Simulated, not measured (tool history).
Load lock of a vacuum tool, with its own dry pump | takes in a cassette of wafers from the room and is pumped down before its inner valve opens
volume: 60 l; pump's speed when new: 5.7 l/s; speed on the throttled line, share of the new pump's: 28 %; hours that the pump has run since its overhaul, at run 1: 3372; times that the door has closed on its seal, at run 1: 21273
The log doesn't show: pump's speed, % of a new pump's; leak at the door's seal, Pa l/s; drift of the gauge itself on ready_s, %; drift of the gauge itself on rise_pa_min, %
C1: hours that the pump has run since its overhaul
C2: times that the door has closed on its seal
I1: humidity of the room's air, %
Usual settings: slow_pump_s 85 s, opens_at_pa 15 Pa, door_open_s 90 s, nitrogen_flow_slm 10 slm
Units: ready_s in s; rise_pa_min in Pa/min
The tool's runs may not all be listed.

{"run": 1, "hour": 0.0, "slow_pump_s": 85, "opens_at_pa": 15, "door_open_s": 90, "nitrogen_flow_slm": 10, "C1": 3372, "C2": 21273, "I1": 44.0, "ready_s": 154.9, "rise_pa_min": 0.033}
{"run": 2, "hour": 85.6, "slow_pump_s": 85, "opens_at_pa": 15, "door_open_s": 90, "nitrogen_flow_slm": 10, "C1": 3457, "C2": 21627, "I1": 43.9, "ready_s": 155.4, "rise_pa_min": 0.033}
{"run": 3, "hour": 247.2, "slow_pump_s": 85, "opens_at_pa": 15, "door_open_s": 90, "nitrogen_flow_slm": 10, "C1": 3619, "C2": 22295, "I1": 43.8, "ready_s": 155.4, "rise_pa_min": 0.038}
{"run": 4, "hour": 380.6, "slow_pump_s": 85, "opens_at_pa": 15, "door_open_s": 90, "nitrogen_flow_slm": 10, "C1": 3752, "C2": 22846, "I1": 42.3, "ready_s": 153.4, "rise_pa_min": 0.031}
{"run": 5, "hour": 461.7, "slow_pump_s": 85, "opens_at_pa": 15, "door_open_s": 90, "nitrogen_flow_slm": 34, "C1": 3833, "C2": 23181, "I1": 41.4, "ready_s": 154.1, "rise_pa_min": 0.012}
{"run": 6, "hour": 585.1, "slow_pump_s": 85, "opens_at_pa": 15, "door_open_s": 90, "nitrogen_flow_slm": 34, "C1": 3957, "C2": 23691, "I1": 45.1, "ready_s": 153.8, "rise_pa_min": 0.018}
{"run": 7, "hour": 747.6, "slow_pump_s": 85, "opens_at_pa": 15, "door_open_s": 90, "nitrogen_flow_slm": 10, "C1": 4119, "C2": 24363, "I1": 43.7, "ready_s": 153.4, "rise_pa_min": 0.034}
{"run": 8, "hour": 875.2, "slow_pump_s": 85, "opens_at_pa": 15, "door_open_s": 90, "nitrogen_flow_slm": 10, "C1": 4247, "C2": 24890, "I1": 43.4, "ready_s": 156.2, "rise_pa_min": 0.025}
{"run": 9, "hour": 988.9, "slow_pump_s": 85, "opens_at_pa": 15, "door_open_s": 90, "nitrogen_flow_slm": 10, "C1": 4361, "C2": 25360, "I1": 46.2, "ready_s": 155.7, "rise_pa_min": 0.032}
{"run": 10, "hour": 1154.0, "slow_pump_s": 85, "opens_at_pa": 29, "door_open_s": 90, "nitrogen_flow_slm": 10, "C1": 4526, "C2": 26042, "I1": 46.0, "ready_s": 146.7, "rise_pa_min": 0.038}
{"run": 11, "hour": 1236.7, "slow_pump_s": 85, "opens_at_pa": 29, "door_open_s": 90, "nitrogen_flow_slm": 10, "C1": 4608, "C2": 26384, "I1": 44.0, "ready_s": 149.0, "rise_pa_min": 0.032}
{"run": 12, "hour": 1345.2, "slow_pump_s": 85, "opens_at_pa": 15, "door_open_s": 27, "nitrogen_flow_slm": 10, "C1": 4717, "C2": 26833, "I1": 47.0, "ready_s": 153.4, "rise_pa_min": 0.017}
{"run": 13, "hour": 1432.9, "slow_pump_s": 85, "opens_at_pa": 15, "door_open_s": 27, "nitrogen_flow_slm": 10, "C1": 4805, "C2": 27195, "I1": 45.8, "ready_s": 156.2, "rise_pa_min": 0.018}
{"run": 14, "hour": 1595.4, "slow_pump_s": 108, "opens_at_pa": 15, "door_open_s": 27, "nitrogen_flow_slm": 10, "C1": 4967, "C2": 27866, "I1": 45.1, "ready_s": 170.3, "rise_pa_min": 0.014}
{"run": 15, "hour": 1709.1, "slow_pump_s": 85, "opens_at_pa": 15, "door_open_s": 90, "nitrogen_flow_slm": 10, "C1": 5081, "C2": 28337, "I1": 44.0, "ready_s": 152.7, "rise_pa_min": 0.029}
{"run": 16, "hour": 1789.8, "slow_pump_s": 89, "opens_at_pa": 15, "door_open_s": 90, "nitrogen_flow_slm": 10, "C1": 5161, "C2": 28670, "I1": 48.1, "ready_s": 158.8, "rise_pa_min": 0.035}
{"run": 17, "hour": 1859.0, "slow_pump_s": 89, "opens_at_pa": 15, "door_open_s": 90, "nitrogen_flow_slm": 10, "C1": 5231, "C2": 28956, "I1": 42.8, "ready_s": 156.5, "rise_pa_min": 0.03}
{"run": 18, "hour": 1997.1, "slow_pump_s": 89, "opens_at_pa": 15, "door_open_s": 90, "nitrogen_flow_slm": 10, "C1": 5369, "C2": 29527, "I1": 43.8, "ready_s": 156.7, "rise_pa_min": 0.029}
{"run": 19, "hour": 2107.5, "slow_pump_s": 89, "opens_at_pa": 15, "door_open_s": 90, "nitrogen_flow_slm": 10, "C1": 5479, "C2": 29983, "I1": 44.4, "ready_s": 157.3, "rise_pa_min": 0.035}
{"run": 20, "hour": 2192.6, "slow_pump_s": 89, "opens_at_pa": 15, "door_open_s": 90, "nitrogen_flow_slm": 10, "C1": 5564, "C2": 30335, "I1": 42.8, "ready_s": 158.1, "rise_pa_min": 0.031}
{"run": 21, "hour": 2287.2, "slow_pump_s": 85, "opens_at_pa": 10, "door_open_s": 111, "nitrogen_flow_slm": 10, "C1": 5659, "C2": 30726, "I1": 43.1, "ready_s": 159.3, "rise_pa_min": 0.042}
{"run": 22, "hour": 2427.2, "slow_pump_s": 79, "opens_at_pa": 24, "door_open_s": 67, "nitrogen_flow_slm": 11, "C1": 5799, "C2": 31304, "I1": 48.1, "ready_s": 145.8, "rise_pa_min": 0.024}
{"run": 23, "hour": 2503.5, "slow_pump_s": 47, "opens_at_pa": 16, "door_open_s": 90, "nitrogen_flow_slm": 10, "C1": 5875, "C2": 31620, "I1": 43.8, "ready_s": 126.7, "rise_pa_min": 0.035}
{"run": 24, "hour": 2635.8, "slow_pump_s": 100, "opens_at_pa": 20, "door_open_s": 90, "nitrogen_flow_slm": 10, "C1": 6007, "C2": 32167, "I1": 44.5, "ready_s": 162.8, "rise_pa_min": 0.038}
{"run": 25, "hour": 2724.1, "slow_pump_s": 83, "opens_at_pa": 26, "door_open_s": 153, "nitrogen_flow_slm": 10, "C1": 6096, "C2": 32531, "I1": 42.4, "ready_s": 147.7, "rise_pa_min": 0.051}
{"run": 26, "hour": 2823.9, "slow_pump_s": 53, "opens_at_pa": 19, "door_open_s": 153, "nitrogen_flow_slm": 9, "C1": 6196, "C2": 32944, "I1": 48.0, "ready_s": 129.7, "rise_pa_min": 0.053}
{"run": 27, "hour": 2913.4, "slow_pump_s": 53, "opens_at_pa": 19, "door_open_s": 153, "nitrogen_flow_slm": 9, "C1": 6285, "C2": 33314, "I1": 41.0, "ready_s": 129.5, "rise_pa_min": 0.048}
{"run": 28, "hour": 3057.0, "slow_pump_s": 61, "opens_at_pa": 19, "door_open_s": 90, "nitrogen_flow_slm": 10, "C1": 6429, "C2": 33907, "I1": 47.1, "ready_s": 134.5, "rise_pa_min": 0.04}
{"run": 29, "hour": 3147.5, "slow_pump_s": 61, "opens_at_pa": 19, "door_open_s": 134, "nitrogen_flow_slm": 22, "C1": 6519, "C2": 34281, "I1": 42.9, "ready_s": 134.5, "rise_pa_min": 0.028}
{"run": 30, "hour": 3283.8, "slow_pump_s": 85, "opens_at_pa": 20, "door_open_s": 90, "nitrogen_flow_slm": 12, "C1": 6655, "C2": 34845, "I1": 42.2, "ready_s": 152.8, "rise_pa_min": 0.024}
{"run": 31, "hour": 3444.5, "slow_pump_s": 85, "opens_at_pa": 20, "door_open_s": 90, "nitrogen_flow_slm": 12, "C1": 6816, "C2": 35509, "I1": 42.0, "ready_s": 150.8, "rise_pa_min": 0.031}

The next listed run, before its measurement:
{"run": 32, "hour": 3567.5, "slow_pump_s": 85, "opens_at_pa": 20, "door_open_s": 90, "nitrogen_flow_slm": 12, "C1": 6939, "C2": 36017, "I1": 43.3, "ready_s": "?", "rise_pa_min": "?"}

ready_s: 151.2 s
rise_pa_min: 0.038 Pa/min
Without the tool's hidden state the same run would have given ready_s 151.1 s, rise_pa_min 0.037 Pa/min.
